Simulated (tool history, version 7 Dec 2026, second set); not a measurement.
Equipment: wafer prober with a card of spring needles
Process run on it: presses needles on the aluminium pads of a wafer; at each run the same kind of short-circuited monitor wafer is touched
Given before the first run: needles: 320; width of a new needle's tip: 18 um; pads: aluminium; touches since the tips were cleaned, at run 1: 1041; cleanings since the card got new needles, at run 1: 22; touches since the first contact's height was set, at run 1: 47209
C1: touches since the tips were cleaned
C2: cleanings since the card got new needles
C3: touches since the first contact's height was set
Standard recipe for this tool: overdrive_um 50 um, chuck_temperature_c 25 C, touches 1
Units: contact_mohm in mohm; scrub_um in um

Run 1, day 0.000: usual settings; C1 1041; C2 22; C3 47209. Result: contact_mohm 192 mohm, scrub_um 10.14 um.
At day 0.188: tips cleaned on abrasive film.
At day 0.562: tips cleaned on abrasive film.
At day 1.029: tips cleaned on abrasive film.
At day 1.400: tips cleaned on abrasive film.
At day 1.867: tips cleaned on abrasive film.
At day 2.333: tips cleaned on abrasive film.
At day 2.708: tips cleaned on abrasive film.
Run 2, day 2.900: usual settings but chuck_temperature_c 111 C; C1 1014; C2 29; C3 62315. Result: contact_mohm 211 mohm, scrub_um 10.14 um.
At day 3.088: tips cleaned on abrasive film.
At day 3.554: tips cleaned on abrasive film.
At day 3.929: tips cleaned on abrasive film.
At day 4.300: tips cleaned on abrasive film.
At day 4.675: tips cleaned on abrasive film.
At day 5.050: tips cleaned on abrasive film.
Run 3, day 5.392: usual settings but chuck_temperature_c 111 C; C1 1808; C2 35; C3 75301. Result: contact_mohm 215 mohm, scrub_um 10.08 um.
At day 5.488: tips cleaned on abrasive film.
At day 5.862: tips cleaned on abrasive film.
At day 6.238: tips cleaned on abrasive film.
At day 6.608: tips cleaned on abrasive film.
At day 6.992: tips cleaned on abrasive film.
Run 4, day 6.992: usual settings but chuck_temperature_c 111 C; C1 0; C2 40; C3 83610. Result: contact_mohm 203 mohm, scrub_um 9.99 um.
At day 7.367: tips cleaned on abrasive film.
At day 7.833: tips cleaned on abrasive film.
At day 8.296: tips cleaned on abrasive film.
At day 8.671: tips cleaned on abrasive film.
Run 5, day 8.821: usual settings; C1 794; C2 44; C3 93153. Result: contact_mohm 191 mohm, scrub_um 9.91 um.
At day 9.104: tips cleaned on abrasive film.
At day 9.475: tips cleaned on abrasive film.
At day 9.850: tips cleaned on abrasive film.
At day 10.225: tips cleaned on abrasive film.
At day 10.688: tips cleaned on abrasive film.
At day 11.062: tips cleaned on abrasive film.
Run 6, day 11.212: usual settings but touches 2; C1 780; C2 50; C3 105597. Result: contact_mohm 184 mohm, scrub_um 9.91 um.
At day 11.492: tips cleaned on abrasive film.
At day 11.867: tips cleaned on abrasive film.
At day 12.242: tips cleaned on abrasive film.
At day 12.612: tips cleaned on abrasive film.
Run 7, day 12.633: usual settings but touches 2; C1 107; C2 54; C3 112995. Result: contact_mohm 183 mohm, scrub_um 9.90 um.
At day 13.008: tips cleaned on abrasive film.
At day 13.379: tips cleaned on abrasive film.
At day 13.754: tips cleaned on abrasive film.
At day 14.221: tips cleaned on abrasive film.
At day 14.596: tips cleaned on abrasive film.
At day 14.967: tips cleaned on abrasive film.
At day 15.404: tips cleaned on abrasive film.
Run 8, day 15.404: usual settings but touches 2; C1 0; C2 61; C3 127419. Result: contact_mohm 180 mohm, scrub_um 9.84 um.
At day 15.779: tips cleaned on abrasive film.
At day 16.242: tips cleaned on abrasive film.
At day 16.617: tips cleaned on abrasive film.
At day 17.083: tips cleaned on abrasive film.
At day 17.454: tips cleaned on abrasive film.
At day 17.921: tips cleaned on abrasive film.
At day 18.212: height of the first contact set anew.
Run 9, day 18.296: usual settings but touches 2; C1 1907; C2 67; C3 449. Result: contact_mohm 195 mohm, scrub_um 10.29 um.
At day 18.392: tips cleaned on abrasive film.
At day 18.767: tips cleaned on abrasive film.
At day 19.142: tips cleaned on abrasive film.
At day 19.512: tips cleaned on abrasive film.
Run 10, day 19.646: usual settings but overdrive_um 61 um; C1 685; C2 71; C3 7452. Result: contact_mohm 184 mohm, scrub_um 12.59 um.
At day 19.925: tips cleaned on abrasive film.
At day 20.300: tips cleaned on abrasive film.
At day 20.671: tips cleaned on abrasive film.
At day 21.046: tips cleaned on abrasive film.
At day 21.421: tips cleaned on abrasive film.
Run 11, day 21.492: usual settings but overdrive_um 32 um; C1 372; C2 76; C3 17058. Result: contact_mohm 209 mohm, scrub_um 6.57 um.
At day 21.862: tips cleaned on abrasive film.
At day 22.238: tips cleaned on abrasive film.
At day 22.612: tips cleaned on abrasive film.
At day 22.983: tips cleaned on abrasive film.
At day 23.450: tips cleaned on abrasive film.
Run 12, day 23.767: usual settings; C1 1666; C2 81; C3 28931. Result: contact_mohm 202 mohm, scrub_um 10.16 um.
At day 23.862: tips cleaned on abrasive film.
At day 24.329: tips cleaned on abrasive film.
At day 24.704: tips cleaned on abrasive film.
At day 25.075: tips cleaned on abrasive film.
At day 25.542: tips cleaned on abrasive film.
Run 13, day 25.762: usual settings but overdrive_um 32 um, chuck_temperature_c 77 C, touches 2; C1 1166; C2 86; C3 39332. Result: contact_mohm 232 mohm, scrub_um 6.48 um.
At day 25.954: tips cleaned on abrasive film.
At day 26.325: tips cleaned on abrasive film.
At day 26.700: tips cleaned on abrasive film.
At day 27.075: tips cleaned on abrasive film.
At day 27.446: tips cleaned on abrasive film.
At day 27.821: tips cleaned on abrasive film.
Run 14, day 28.096: usual settings but overdrive_um 54 um, chuck_temperature_c 43 C, touches 2; C1 1458; C2 92; C3 51482. Result: contact_mohm 188 mohm, scrub_um 10.88 um.
At day 28.233: tips cleaned on abrasive film.
At day 28.608: tips cleaned on abrasive film.
At day 28.979: tips cleaned on abrasive film.
At day 29.354: tips cleaned on abrasive film.
Run 15, day 29.604: usual settings but overdrive_um 33 um, chuck_temperature_c 39 C; C1 1321; C2 96; C3 59326. Result: contact_mohm 245 mohm, scrub_um 6.56 um.
At day 29.792: tips cleaned on abrasive film.
At day 30.167: tips cleaned on abrasive film.
At day 30.542: tips cleaned on abrasive film.
At day 31.008: tips cleaned on abrasive film.
At day 31.462: tips cleaned on abrasive film.
Run 16, day 31.462: usual settings but chuck_temperature_c 104 C; C1 0; C2 101; C3 69001. Result: contact_mohm 201 mohm, scrub_um 10.05 um.
At day 31.929: tips cleaned on abrasive film.
At day 32.304: tips cleaned on abrasive film.
At day 32.679: tips cleaned on abrasive film.
At day 33.142: tips cleaned on abrasive film.
At day 33.517: tips cleaned on abrasive film.
At day 33.892: tips cleaned on abrasive film.
Run 17, day 34.025: usual settings but chuck_temperature_c 38 C, touches 2; C1 702; C2 107; C3 82338. Result: contact_mohm 190 mohm, scrub_um 10.03 um.
At day 34.304: tips cleaned on abrasive film.
At day 34.679: tips cleaned on abrasive film.
At day 35.050: tips cleaned on abrasive film.
Run 18, day 35.271: usual settings but chuck_temperature_c 38 C, touches 2; C1 1147; C2 110; C3 88830. Result: contact_mohm 192 mohm, scrub_um 9.94 um.

Each row is a separate what-if for the run after 18, all from the same tool condition, not one after another. Results?
At day 35.458: tips cleaned on abrasive film.
At day 35.833: tips cleaned on abrasive film.
At day 36.204: tips cleaned on abrasive film.
At day 36.579: tips cleaned on abrasive film.
At day 36.954: tips cleaned on abrasive film.
At day 37.417: tips cleaned on abrasive film.
Run A, day 37.621: usual settings but chuck_temperature_c 38 C, touches 2; C1 1077; C2 116; C3 101083. Result: contact_mohm ?, scrub_um ?.
At day 35.458: tips cleaned on abrasive film.
At day 35.833: tips cleaned on abrasive film.
At day 36.204: tips cleaned on abrasive film.
At day 36.579: tips cleaned on abrasive film.
At day 36.954: tips cleaned on abrasive film.
At day 37.417: tips cleaned on abrasive film.
Run B, day 37.621: usual settings but overdrive_um 32 um; C1 1077; C2 116; C3 101083. Result: contact_mohm ?, scrub_um ?.
At day 35.458: tips cleaned on abrasive film.
At day 35.833: tips cleaned on abrasive film.
At day 36.204: tips cleaned on abrasive film.
At day 36.579: tips cleaned on abrasive film.
At day 36.954: tips cleaned on abrasive film.
At day 37.417: tips cleaned on abrasive film.
Run C, day 37.621: usual settings but chuck_temperature_c 34 C; C1 1077; C2 116; C3 101083. Result: contact_mohm ?, scrub_um ?.
At day 35.458: tips cleaned on abrasive film.
At day 35.833: tips cleaned on abrasive film.
At day 36.204: tips cleaned on abrasive film.
At day 36.579: tips cleaned on abrasive film.
At day 36.954: tips cleaned on abrasive film.
At day 37.417: tips cleaned on abrasive film.
Run D, day 37.621: usual settings but overdrive_um 44 um, chuck_temperature_c 65 C, touches 2; C1 1077; C2 116; C3 101083. Result: contact_mohm ?, scrub_um ?.

run  contact_mohm  scrub_um
  A           194      9.96
  B           250      6.16
  C           203      9.94
  D           208      8.68
Had the tool no hidden state, the same runs would have come out as:
run  contact_mohm  scrub_um
  A           179     10.41
  B           194      6.61
  C           179     10.39
  D           189      9.13
